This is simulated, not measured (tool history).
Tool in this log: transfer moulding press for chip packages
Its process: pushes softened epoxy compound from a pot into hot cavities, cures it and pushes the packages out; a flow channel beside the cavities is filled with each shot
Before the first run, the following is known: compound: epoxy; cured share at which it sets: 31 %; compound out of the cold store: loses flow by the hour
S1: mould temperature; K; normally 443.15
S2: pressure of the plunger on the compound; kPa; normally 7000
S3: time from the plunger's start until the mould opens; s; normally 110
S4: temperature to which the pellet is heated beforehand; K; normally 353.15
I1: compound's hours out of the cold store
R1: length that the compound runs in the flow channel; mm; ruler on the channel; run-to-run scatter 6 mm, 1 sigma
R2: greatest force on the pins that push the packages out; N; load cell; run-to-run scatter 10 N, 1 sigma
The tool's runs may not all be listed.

{"run": 1, "hour": 0.0, "S1": 443.15, "S2": 7000, "S3": 110, "S4": 353.15, "I1": 10.8, "R1": 684, "R2": 499}
{"hour": 32.0, "done": "cavities cleaned with cleaning compound and waxed"}
{"run": 2, "hour": 55.0, "S1": 443.15, "S2": 7000, "S3": 110, "S4": 353.15, "I1": 28.6, "R1": 610, "R2": 478}
{"hour": 85.3, "done": "cavities cleaned with cleaning compound and waxed"}
{"run": 3, "hour": 112.3, "S1": 443.15, "S2": 7000, "S3": 110, "S4": 353.15, "I1": 19.8, "R1": 635, "R2": 486}
{"hour": 136.2, "done": "cavities cleaned with cleaning compound and waxed"}
{"run": 4, "hour": 168.5, "S1": 443.15, "S2": 7000, "S3": 110, "S4": 353.15, "I1": 38.4, "R1": 580, "R2": 475}
{"hour": 189.8, "done": "cavities cleaned with cleaning compound and waxed"}
{"hour": 215.9, "done": "plunger's sealing rings changed"}
{"run": 5, "hour": 224.9, "S1": 443.15, "S2": 7000, "S3": 110, "S4": 353.15, "I1": 46.3, "R1": 567, "R2": 488}
{"hour": 245.9, "done": "cavities cleaned with cleaning compound and waxed"}
{"run": 6, "hour": 276.9, "S1": 443.15, "S2": 7000, "S3": 110, "S4": 353.15, "I1": 18.3, "R1": 639, "R2": 484}
{"hour": 295.9, "done": "cavities cleaned with cleaning compound and waxed"}
{"run": 7, "hour": 303.2, "S1": 443.15, "S2": 7000, "S3": 110, "S4": 353.15, "I1": 27.9, "R1": 614, "R2": 481}
{"hour": 346.5, "done": "cavities cleaned with cleaning compound and waxed"}
{"run": 8, "hour": 352.3, "S1": 442.15, "S2": 7000, "S3": 110, "S4": 353.15, "I1": 8.4, "R1": 684, "R2": 502}
{"run": 9, "hour": 380.6, "S1": 443.15, "S2": 5780, "S3": 117, "S4": 358.15, "I1": 26.3, "R1": 569, "R2": 459}
{"hour": 397.8, "done": "cavities cleaned with cleaning compound and waxed"}
{"run": 10, "hour": 425.7, "S1": 443.15, "S2": 5780, "S3": 117, "S4": 353.15, "I1": 10.9, "R1": 609, "R2": 478}
{"hour": 451.4, "done": "cavities cleaned with cleaning compound and waxed"}
{"run": 11, "hour": 477.8, "S1": 439.15, "S2": 6780, "S3": 124, "S4": 359.15, "I1": 34.6, "R1": 590, "R2": 497}
{"hour": 505.2, "done": "cavities cleaned with cleaning compound and waxed"}
{"run": 12, "hour": 522.2, "S1": 439.15, "S2": 8000, "S3": 124, "S4": 350.15, "I1": 19.2, "R1": 690, "R2": 498}
{"run": 13, "hour": 549.5, "S1": 439.15, "S2": 6460, "S3": 113, "S4": 350.15, "I1": 9.7, "R1": 663, "R2": 572}
{"hour": 557.4, "done": "cavities cleaned with cleaning compound and waxed"}
{"hour": 576.5, "done": "plunger's sealing rings changed"}
{"run": 14, "hour": 601.7, "S1": 449.15, "S2": 7940, "S3": 110, "S4": 361.15, "I1": 24.6, "R1": 648, "R2": 440}

Predict each of these 4 candidate next runs independently; none follows another, all start after run 14:
{"hour": 610.4, "done": "cavities cleaned with cleaning compound and waxed"}
{"run": "A", "hour": 640.8, "S1": 449.15, "S2": 7940, "S3": 110, "S4": 362.15, "I1": 10.1, "R1": "?", "R2": "?"}
{"hour": 610.4, "done": "cavities cleaned with cleaning compound and waxed"}
{"run": "B", "hour": 640.8, "S1": 449.15, "S2": 5300, "S3": 113, "S4": 357.15, "I1": 26.8, "R1": "?", "R2": "?"}
{"hour": 610.4, "done": "cavities cleaned with cleaning compound and waxed"}
{"run": "C", "hour": 640.8, "S1": 443.15, "S2": 7000, "S3": 110, "S4": 360.15, "I1": 20.8, "R1": "?", "R2": "?"}
{"hour": 610.4, "done": "cavities cleaned with cleaning compound and waxed"}
{"run": "D", "hour": 640.8, "S1": 449.15, "S2": 7000, "S3": 125, "S4": 359.15, "I1": 23.3, "R1": "?", "R2": "?"}

run=A R1=695 R2=440
run=B R1=533 R2=441
run=C R1=630 R2=480
run=D R1=611 R2=448
What these runs would have given with no unlogged condition in the tool:
run=A R1=695 R2=438
run=B R1=534 R2=439
run=C R1=631 R2=478
run=D R1=612 R2=445

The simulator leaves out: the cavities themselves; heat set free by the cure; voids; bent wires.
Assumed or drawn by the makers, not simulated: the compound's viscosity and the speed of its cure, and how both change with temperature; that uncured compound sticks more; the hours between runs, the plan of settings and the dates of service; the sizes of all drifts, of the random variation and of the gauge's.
